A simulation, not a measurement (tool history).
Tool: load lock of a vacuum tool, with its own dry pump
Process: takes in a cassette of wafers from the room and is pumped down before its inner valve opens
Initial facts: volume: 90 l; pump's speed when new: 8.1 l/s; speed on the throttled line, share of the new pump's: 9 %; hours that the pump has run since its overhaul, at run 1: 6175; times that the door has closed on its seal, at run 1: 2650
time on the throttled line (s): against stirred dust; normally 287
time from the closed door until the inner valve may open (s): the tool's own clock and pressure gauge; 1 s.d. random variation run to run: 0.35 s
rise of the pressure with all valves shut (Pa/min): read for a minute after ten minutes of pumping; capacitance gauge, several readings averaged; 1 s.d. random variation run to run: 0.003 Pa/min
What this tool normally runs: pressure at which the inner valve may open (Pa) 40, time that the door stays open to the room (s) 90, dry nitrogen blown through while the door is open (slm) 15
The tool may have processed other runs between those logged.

run	hour	time on the throttled line (s)	pressure at which the inner valve may open (Pa)	time that the door stays open to the room (s)	dry nitrogen blown through while the door is open (slm)	hours that the pump has run since its overhaul	times that the door has closed on its seal	incoming humidity of the room's air, %	time from the closed door until the inner valve may open (s)	rise of the pressure with all valves shut (Pa/min)
1	0	287	40	90	15	6175	2650	45.4	349.3	0.035
2	76.3	287	40	90	15	6252	2945	44.9	349.5	0.034
3	121.3	287	40	106	15	6297	3119	46.3	349.5	0.036
4	180.1	432	40	90	15	6356	3345	44	481.1	0.027
5	257.3	432	40	90	15	6433	3643	44.4	480.7	0.033
6	366.9	432	40	42	15	6542	4066	43.5	479.9	0.027
7	439.7	287	40	90	15	6615	4347	45.1	349.8	0.036
8	521.8	287	40	90	15	6697	4664	46.3	349.3	0.036
9	579.9	287	40	90	26	6755	4887	45.3	349.7	0.03
10	674	287	40	90	26	6849	5250	43.1	349.7	0.032
11	768	287	40	90	26	6943	5613	43.5	349.8	0.037
12	831.7	171	38	42	9	7007	5859	45.6	245	0.045
13	919.9	280	31	90	15	7095	6199	43.2	346.4	0.046
14	1012.3	287	41	119	15	7188	6555	43.7	349.6	0.051
15	1114.9	403	55	53	22	7290	6951	45.4	450.9	0.036
16	1221.3	327	43	90	15	7397	7362	40.8	384.8	0.054
17	1269	348	43	33	15	7444	7546	44.7	403.5	0.044

Some steps in time from the closed door until the inner valve may open (s) between neighbouring runs. How much of each would the tool show without its hidden state too (settings, what came in, random variation), and how much is left for the hidden state, with any gauge scatter that isn't in both results?
Hidden conditions of the tool in this case: pump's speed, % of a new pump's; leak at the door's seal, Pa l/s; drift of the gauge itself on ready_s, %; drift of the gauge itself on rise_pa_min, %.
Run 3 -> 4: time on the throttled line (s) 287 -> 432, time that the door stays open to the room (s) 106 -> 90. time from the closed door until the inner valve may open (s) +131.6: hidden state -0.3, all else +131.9.
